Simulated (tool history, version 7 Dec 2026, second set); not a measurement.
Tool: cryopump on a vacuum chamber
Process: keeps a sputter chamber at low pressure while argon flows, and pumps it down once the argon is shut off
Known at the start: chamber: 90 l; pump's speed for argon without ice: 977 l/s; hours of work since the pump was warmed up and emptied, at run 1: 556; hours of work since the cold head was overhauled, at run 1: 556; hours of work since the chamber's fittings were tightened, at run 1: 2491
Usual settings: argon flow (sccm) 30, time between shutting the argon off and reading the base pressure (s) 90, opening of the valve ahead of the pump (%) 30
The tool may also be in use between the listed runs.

| run | hour | argon flow (sccm) | time between shutting the argon off and reading the base pressure (s) | opening of the valve ahead of the pump (%) | hours of work since the pump was warmed up and emptied | hours of work since the cold head was overhauled | hours of work since the chamber's fittings were tightened | pressure while argon flows (Pa) | pressure after the wait (uPa) |
|---|---|---|---|---|---|---|---|---|---|
| 1 | 0 | 30 | 90 | 30 | 556 | 556 | 2491 | 0.1828 | 4.24 |
| 2 | 31.4 | 30 | 90 | 30 | 577 | 577 | 2512 | 0.1814 | 4.43 |
| 3 | 71.2 | 30 | 90 | 30 | 603 | 603 | 2538 | 0.1822 | 4.4 |
| 4 | 103.9 | 46 | 90 | 30 | 624 | 624 | 2559 | 0.285 | 4.49 |
| 5 | 149.6 | 30 | 90 | 30 | 654 | 654 | 2589 | 0.1833 | 4.64 |
| 6 | 171.8 | 30 | 90 | 30 | 669 | 669 | 2604 | 0.184 | 4.62 |
| 7 | 214.5 | 18 | 90 | 30 | 696 | 696 | 2631 | 0.1106 | 4.7 |
| 8 | 236.6 | 18 | 90 | 30 | 711 | 711 | 2646 | 0.1106 | 4.71 |
| 9 | 283.4 | 18 | 90 | 30 | 741 | 741 | 2676 | 0.1112 | 4.78 |
| 10 | 313.3 | 30 | 89 | 30 | 761 | 761 | 2696 | 0.1841 | 4.78 |
| 11 | 345.5 | 30 | 89 | 30 | 782 | 782 | 2717 | 0.1856 | 4.75 |
| 12 | 366.2 | 30 | 90 | 48 | 795 | 795 | 2730 | 0.1214 | 4.96 |
| 13 | 412.7 | 30 | 90 | 48 | 826 | 826 | 2761 | 0.1232 | 4.79 |
|  | 432.9 | pump warmed up, emptied and cooled again |
| 14 | 462 | 12 | 40 | 17 | 19 | 855 | 2790 | 0.1228 | 6.11 |
| 15 | 496.9 | 19 | 40 | 53 | 42 | 877 | 2813 | 0.0627 | 5.92 |
| 16 | 528.1 | 52 | 166 | 27 | 62 | 898 | 2833 | 0.3371 | 3.84 |
| 17 | 571.1 | 30 | 128 | 30 | 90 | 926 | 2861 | 0.1753 | 3.95 |
| 18 | 592.8 | 29 | 23 | 39 | 104 | 940 | 2875 | 0.1319 | 8.13 |
| 19 | 630.2 | 29 | 56 | 17 | 129 | 965 | 2900 | 0.297 | 5.18 |
| 20 | 657.5 | 30 | 90 | 17 | 147 | 982 | 2917 | 0.3066 | 4.48 |
| 21 | 678.9 | 30 | 90 | 17 | 161 | 996 | 2931 | 0.3076 | 4.47 |
| 22 | 712.1 | 19 | 203 | 29 | 182 | 1018 | 2953 | 0.116 | 3.89 |
| 23 | 736.7 | 19 | 59 | 29 | 198 | 1034 | 2969 | 0.1158 | 5.24 |
| 24 | 759.8 | 19 | 59 | 29 | 213 | 1049 | 2984 | 0.1156 | 5.27 |
| 25 | 794.6 | 19 | 59 | 29 | 236 | 1072 | 3007 | 0.1176 | 5.4 |
| 26 | 815.6 | 19 | 60 | 29 | 250 | 1086 | 3021 | 0.1161 | 5.24 |

3 ways to go on from here, each from the tool as it stands after run 26. What would each give?
| A | 860.8 | 30 | 90 | 34 | 279 | 1115 | 3050 | ? | ? |
| B | 860.8 | 29 | 79 | 24 | 279 | 1115 | 3050 | ? | ? |
| C | 860.8 | 30 | 95 | 45 | 279 | 1115 | 3050 | ? | ? |

| run | pressure while argon flows (Pa) | pressure after the wait (uPa) |
|---|---|---|
| A | 0.1589 | 4.87 |
| B | 0.2117 | 4.95 |
| C | 0.1223 | 4.66 |
Without the tool's hidden state the same runs would have given:
| run | pressure while argon flows (Pa) | pressure after the wait (uPa) |
|---|---|---|
| A | 0.1538 | 1.66 |
| B | 0.2068 | 1.81 |
| C | 0.1172 | 1.54 |

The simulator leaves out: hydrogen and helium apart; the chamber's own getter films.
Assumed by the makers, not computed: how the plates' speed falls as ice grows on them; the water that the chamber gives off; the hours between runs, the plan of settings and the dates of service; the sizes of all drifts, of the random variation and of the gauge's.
